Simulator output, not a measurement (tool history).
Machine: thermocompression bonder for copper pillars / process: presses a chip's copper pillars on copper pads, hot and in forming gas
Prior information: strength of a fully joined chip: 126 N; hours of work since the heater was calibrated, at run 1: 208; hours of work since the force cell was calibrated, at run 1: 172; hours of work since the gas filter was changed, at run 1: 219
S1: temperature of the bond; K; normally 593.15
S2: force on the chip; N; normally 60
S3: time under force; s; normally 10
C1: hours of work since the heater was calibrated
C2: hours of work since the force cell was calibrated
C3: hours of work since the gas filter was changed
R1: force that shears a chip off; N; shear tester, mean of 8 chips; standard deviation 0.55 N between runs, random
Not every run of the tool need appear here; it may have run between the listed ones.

| run | hour | S1 | S2 | S3 | C1 | C2 | C3 | R1 |
|---|---|---|---|---|---|---|---|---|
| 1 | 0.0 | 593.15 | 60 | 10 | 208 | 172 | 219 | 49.6 |
| 2 | 9.7 | 593.15 | 60 | 10 | 212 | 176 | 223 | 49.0 |
| 3 | 18.2 | 574.15 | 60 | 10 | 216 | 180 | 226 | 38.1 |
| 4 | 26.3 | 574.15 | 60 | 10 | 219 | 183 | 230 | 37.7 |
| 5 | 35.4 | 593.15 | 60 | 10 | 223 | 187 | 234 | 49.4 |
| 6 | 44.0 | 599.15 | 60 | 10 | 227 | 191 | 237 | 52.3 |
| 7 | 50.9 | 593.15 | 60 | 5 | 230 | 194 | 240 | 36.8 |
| 8 | 62.3 | 593.15 | 60 | 10 | 234 | 199 | 245 | 48.5 |
| 9 | 79.1 | 593.15 | 60 | 10 | 242 | 206 | 252 | 47.5 |
| 10 | 86.0 | 593.15 | 60 | 10 | 244 | 209 | 255 | 48.4 |
| 11 | 102.7 | 593.15 | 44 | 10 | 251 | 216 | 262 | 37.7 |
| 12 | 116.3 | 593.15 | 43 | 10 | 257 | 221 | 268 | 35.7 |
| 13 | 128.4 | 593.15 | 60 | 27 | 262 | 226 | 273 | 67.9 |
|  | 133.4 | forming gas filter changed |
| 14 | 135.7 | 593.15 | 60 | 27 | 265 | 229 | 1 | 74.9 |
| 15 | 150.7 | 582.15 | 60 | 9 | 271 | 236 | 7 | 44.3 |

Estimate the outcome of run 16 from the log above:
| 16 | 163.3 | 618.15 | 81 | 7 | 277 | 241 | 13 | ? |

{"run 16": {"R1": 77.1}}
With the hidden condition absent and the run-to-run variation left alone, this run would have shown R1 75.2 N.

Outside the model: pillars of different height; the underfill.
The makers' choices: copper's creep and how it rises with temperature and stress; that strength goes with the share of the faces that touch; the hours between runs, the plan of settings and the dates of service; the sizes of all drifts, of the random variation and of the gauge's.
